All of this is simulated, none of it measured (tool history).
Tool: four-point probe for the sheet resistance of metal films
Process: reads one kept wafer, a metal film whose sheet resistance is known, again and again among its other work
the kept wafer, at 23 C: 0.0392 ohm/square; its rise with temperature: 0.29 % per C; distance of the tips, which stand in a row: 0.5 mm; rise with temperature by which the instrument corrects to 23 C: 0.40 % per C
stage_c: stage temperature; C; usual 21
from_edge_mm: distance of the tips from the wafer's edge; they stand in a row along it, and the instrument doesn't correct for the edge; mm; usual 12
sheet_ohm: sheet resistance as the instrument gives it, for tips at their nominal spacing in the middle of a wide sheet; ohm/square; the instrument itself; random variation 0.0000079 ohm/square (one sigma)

run 1 hour=0.0 | stage_c=21 from_edge_mm=12 | sheet_ohm=0.039176
run 2 hour=10.4 | stage_c=21 from_edge_mm=22 | sheet_ohm=0.039126
run 3 hour=19.9 | stage_c=21 from_edge_mm=12 | sheet_ohm=0.039166
run 4 hour=38.8 | stage_c=21 from_edge_mm=12 | sheet_ohm=0.039165
run 5 hour=48.5 | stage_c=21 from_edge_mm=12 | sheet_ohm=0.039168
run 6 hour=62.1 | stage_c=20 from_edge_mm=12 | sheet_ohm=0.039199
run 7 hour=79.8 | stage_c=20 from_edge_mm=12 | sheet_ohm=0.039202
run 8 hour=95.2 | stage_c=20 from_edge_mm=12 | sheet_ohm=0.039215
run 9 hour=112.2 | stage_c=21 from_edge_mm=3 | sheet_ohm=0.039694
-- hour=114.3 stage's thermometer calibrated
run 10 hour=129.8 | stage_c=21 from_edge_mm=3 | sheet_ohm=0.039688
run 11 hour=139.8 | stage_c=33 from_edge_mm=12 | sheet_ohm=0.038610
run 12 hour=150.2 | stage_c=21 from_edge_mm=8 | sheet_ohm=0.039188
run 13 hour=159.5 | stage_c=21 from_edge_mm=8 | sheet_ohm=0.039198
run 14 hour=170.5 | stage_c=21 from_edge_mm=8 | sheet_ohm=0.039169
-- hour=182.7 stage's thermometer calibrated, once more
run 15 hour=189.6 | stage_c=31 from_edge_mm=59 | sheet_ohm=0.038680
run 16 hour=208.1 | stage_c=31 from_edge_mm=59 | sheet_ohm=0.038703
run 17 hour=218.4 | stage_c=31 from_edge_mm=58 | sheet_ohm=0.038703
run 18 hour=230.7 | stage_c=31 from_edge_mm=58 | sheet_ohm=0.038692
run 19 hour=239.9 | stage_c=19 from_edge_mm=60 | sheet_ohm=0.039244
run 20 hour=248.5 | stage_c=18 from_edge_mm=15 | sheet_ohm=0.039303
run 21 hour=261.4 | stage_c=18 from_edge_mm=15 | sheet_ohm=0.039300
run 22 hour=276.3 | stage_c=29 from_edge_mm=3 | sheet_ohm=0.039357
run 23 hour=295.2 | stage_c=29 from_edge_mm=3 | sheet_ohm=0.039339
run 24 hour=309.5 | stage_c=28 from_edge_mm=18 | sheet_ohm=0.038825
run 25 hour=320.6 | stage_c=28 from_edge_mm=18 | sheet_ohm=0.038844
run 26 hour=338.0 | stage_c=33 from_edge_mm=9 | sheet_ohm=0.038669

Forecast each of these 5 alternatives for the next run:
run A hour=354.0 | stage_c=18 from_edge_mm=9 | sheet_ohm=?
run B hour=354.0 | stage_c=21 from_edge_mm=5 | sheet_ohm=?
run C hour=354.0 | stage_c=21 from_edge_mm=31 | sheet_ohm=?
run D hour=354.0 | stage_c=32 from_edge_mm=19 | sheet_ohm=?
run E hour=354.0 | stage_c=23 from_edge_mm=4 | sheet_ohm=?

run=A sheet_ohm=0.039342
run=B sheet_ohm=0.039332
run=C sheet_ohm=0.039140
run=D sheet_ohm=0.038654
run=E sheet_ohm=0.039363
Without the tool's hidden state the same runs would have given:
run=A sheet_ohm=0.039503
run=B sheet_ohm=0.039493
run=C sheet_ohm=0.039300
run=D sheet_ohm=0.038812
run=E sheet_ohm=0.039524

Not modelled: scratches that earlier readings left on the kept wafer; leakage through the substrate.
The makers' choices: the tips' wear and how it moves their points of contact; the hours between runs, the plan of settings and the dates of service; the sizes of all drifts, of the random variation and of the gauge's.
